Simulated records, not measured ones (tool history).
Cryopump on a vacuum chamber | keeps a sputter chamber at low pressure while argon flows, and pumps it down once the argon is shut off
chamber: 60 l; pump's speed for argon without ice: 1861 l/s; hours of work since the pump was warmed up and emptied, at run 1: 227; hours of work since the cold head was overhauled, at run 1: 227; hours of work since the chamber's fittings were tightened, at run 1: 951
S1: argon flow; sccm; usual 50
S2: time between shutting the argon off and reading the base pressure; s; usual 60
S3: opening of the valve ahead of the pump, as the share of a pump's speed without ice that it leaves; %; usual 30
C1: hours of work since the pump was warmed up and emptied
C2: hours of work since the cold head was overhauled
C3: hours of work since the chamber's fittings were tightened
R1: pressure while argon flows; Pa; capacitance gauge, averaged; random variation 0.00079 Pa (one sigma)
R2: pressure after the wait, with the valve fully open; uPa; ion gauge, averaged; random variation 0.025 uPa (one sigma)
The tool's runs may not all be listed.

{"run": 1, "day": 0.0, "S1": 50, "S2": 60, "S3": 30, "C1": 227, "C2": 227, "C3": 951, "R1": 0.1557, "R2": 1.52}
{"run": 2, "day": 1.788, "S1": 50, "S2": 60, "S3": 30, "C1": 246, "C2": 246, "C3": 970, "R1": 0.1554, "R2": 1.55}
{"run": 3, "day": 4.421, "S1": 50, "S2": 43, "S3": 30, "C1": 273, "C2": 273, "C3": 998, "R1": 0.1541, "R2": 1.92}
{"run": 4, "day": 5.783, "S1": 35, "S2": 60, "S3": 30, "C1": 288, "C2": 288, "C3": 1012, "R1": 0.1091, "R2": 1.56}
{"run": 5, "day": 7.25, "S1": 35, "S2": 60, "S3": 30, "C1": 303, "C2": 303, "C3": 1027, "R1": 0.1096, "R2": 1.54}
{"run": 6, "day": 8.496, "S1": 47, "S2": 60, "S3": 30, "C1": 316, "C2": 316, "C3": 1040, "R1": 0.1466, "R2": 1.61}
{"run": 7, "day": 9.683, "S1": 47, "S2": 60, "S3": 30, "C1": 329, "C2": 329, "C3": 1053, "R1": 0.1459, "R2": 1.55}
{"run": 8, "day": 11.167, "S1": 23, "S2": 60, "S3": 30, "C1": 344, "C2": 344, "C3": 1068, "R1": 0.0725, "R2": 1.53}
{"run": 9, "day": 13.371, "S1": 23, "S2": 60, "S3": 30, "C1": 367, "C2": 367, "C3": 1092, "R1": 0.0724, "R2": 1.62}
{"run": 10, "day": 16.183, "S1": 50, "S2": 60, "S3": 30, "C1": 397, "C2": 397, "C3": 1121, "R1": 0.157, "R2": 1.57}
{"run": 11, "day": 18.796, "S1": 50, "S2": 60, "S3": 30, "C1": 424, "C2": 424, "C3": 1148, "R1": 0.1577, "R2": 1.61}
{"run": 12, "day": 20.004, "S1": 50, "S2": 60, "S3": 30, "C1": 437, "C2": 437, "C3": 1161, "R1": 0.1585, "R2": 1.65}
{"run": 13, "day": 22.033, "S1": 35, "S2": 60, "S3": 30, "C1": 458, "C2": 458, "C3": 1182, "R1": 0.1116, "R2": 1.7}
{"run": 14, "day": 23.467, "S1": 35, "S2": 60, "S3": 30, "C1": 473, "C2": 473, "C3": 1197, "R1": 0.1107, "R2": 1.73}
{"run": 15, "day": 26.121, "S1": 50, "S2": 60, "S3": 30, "C1": 501, "C2": 501, "C3": 1225, "R1": 0.1601, "R2": 1.72}
{"run": 16, "day": 27.579, "S1": 50, "S2": 60, "S3": 30, "C1": 516, "C2": 516, "C3": 1240, "R1": 0.1593, "R2": 1.72}
{"run": 17, "day": 29.538, "S1": 50, "S2": 60, "S3": 30, "C1": 537, "C2": 537, "C3": 1261, "R1": 0.1599, "R2": 1.76}
{"run": 18, "day": 31.525, "S1": 50, "S2": 60, "S3": 30, "C1": 557, "C2": 557, "C3": 1282, "R1": 0.1598, "R2": 1.75}
{"run": 19, "day": 33.9, "S1": 28, "S2": 75, "S3": 26, "C1": 582, "C2": 582, "C3": 1307, "R1": 0.1037, "R2": 1.58}
{"run": 20, "day": 35.625, "S1": 56, "S2": 134, "S3": 41, "C1": 600, "C2": 600, "C3": 1325, "R1": 0.1344, "R2": 1.28}
{"run": 21, "day": 36.942, "S1": 56, "S2": 134, "S3": 41, "C1": 614, "C2": 614, "C3": 1339, "R1": 0.1355, "R2": 1.26}
{"run": 22, "day": 39.562, "S1": 20, "S2": 25, "S3": 58, "C1": 642, "C2": 642, "C3": 1366, "R1": 0.0352, "R2": 3.06}
{"run": 23, "day": 42.004, "S1": 20, "S2": 25, "S3": 58, "C1": 667, "C2": 667, "C3": 1392, "R1": 0.0355, "R2": 2.98}
{"run": 24, "day": 43.629, "S1": 33, "S2": 291, "S3": 35, "C1": 684, "C2": 684, "C3": 1409, "R1": 0.0938, "R2": 1.13}
{"run": 25, "day": 45.212, "S1": 50, "S2": 179, "S3": 18, "C1": 701, "C2": 701, "C3": 1425, "R1": 0.2662, "R2": 1.27}
{"run": 26, "day": 46.908, "S1": 50, "S2": 179, "S3": 18, "C1": 719, "C2": 719, "C3": 1443, "R1": 0.2647, "R2": 1.38}
{"run": 27, "day": 48.621, "S1": 50, "S2": 179, "S3": 21, "C1": 737, "C2": 737, "C3": 1461, "R1": 0.2292, "R2": 1.33}
{"run": 28, "day": 50.529, "S1": 50, "S2": 179, "S3": 21, "C1": 757, "C2": 757, "C3": 1481, "R1": 0.2302, "R2": 1.31}
{"run": 29, "day": 53.212, "S1": 43, "S2": 271, "S3": 44, "C1": 785, "C2": 785, "C3": 1509, "R1": 0.1011, "R2": 1.29}
{"run": 30, "day": 55.283, "S1": 43, "S2": 271, "S3": 44, "C1": 806, "C2": 806, "C3": 1531, "R1": 0.101, "R2": 1.33}
{"run": 31, "day": 57.333, "S1": 43, "S2": 179, "S3": 44, "C1": 828, "C2": 828, "C3": 1552, "R1": 0.1016, "R2": 1.4}
{"run": 32, "day": 59.225, "S1": 39, "S2": 208, "S3": 39, "C1": 848, "C2": 848, "C3": 1572, "R1": 0.1021, "R2": 1.4}
{"run": 33, "day": 61.579, "S1": 39, "S2": 208, "S3": 39, "C1": 872, "C2": 872, "C3": 1597, "R1": 0.1037, "R2": 1.42}
{"run": 34, "day": 63.929, "S1": 39, "S2": 208, "S3": 39, "C1": 897, "C2": 897, "C3": 1621, "R1": 0.1039, "R2": 1.43}
{"run": 35, "day": 66.133, "S1": 38, "S2": 208, "S3": 22, "C1": 920, "C2": 920, "C3": 1645, "R1": 0.1717, "R2": 1.44}

The same runs without the tool's hidden state, with the same run-to-run variation:
The hidden state here: pump's speed, % of a pump's without ice; cold plate's temperature, K; leak into the chamber, uPa l/s; drift of the gauge itself on working_pa, %; drift of the gauge itself on base_upa, %.
run=1 R1=0.1523 R2=1.04
run=2 R1=0.1517 R2=1.06
run=3 R1=0.15 R2=1.41
run=4 R1=0.106 R2=1.04
run=5 R1=0.1064 R2=1.01
run=6 R1=0.1421 R2=1.06
run=7 R1=0.1412 R2=1.02
run=8 R1=0.0701 R2=0.98
run=9 R1=0.0698 R2=1.04
run=10 R1=0.1509 R2=0.98
run=11 R1=0.1511 R2=1.01
run=12 R1=0.1517 R2=1.03
run=13 R1=0.1065 R2=1.05
run=14 R1=0.1055 R2=1.08
run=15 R1=0.1522 R2=1.04
run=16 R1=0.1511 R2=1.04
run=17 R1=0.1513 R2=1.06
run=18 R1=0.1508 R2=1.03
run=19 R1=0.0984 R2=0.86
run=20 R1=0.1234 R2=0.52
run=21 R1=0.1242 R2=0.52
run=22 R1=0.0309 R2=2.28
run=23 R1=0.031 R2=2.19
run=24 R1=0.0862 R2=0.33
run=25 R1=0.2542 R2=0.43
run=26 R1=0.2524 R2=0.52
run=27 R1=0.2165 R2=0.47
run=28 R1=0.217 R2=0.45
run=29 R1=0.0893 R2=0.37
run=30 R1=0.0887 R2=0.38
run=31 R1=0.0889 R2=0.45
run=32 R1=0.0903 R2=0.42
run=33 R1=0.0913 R2=0.42
run=34 R1=0.0911 R2=0.42
run=35 R1=0.1587 R2=0.39
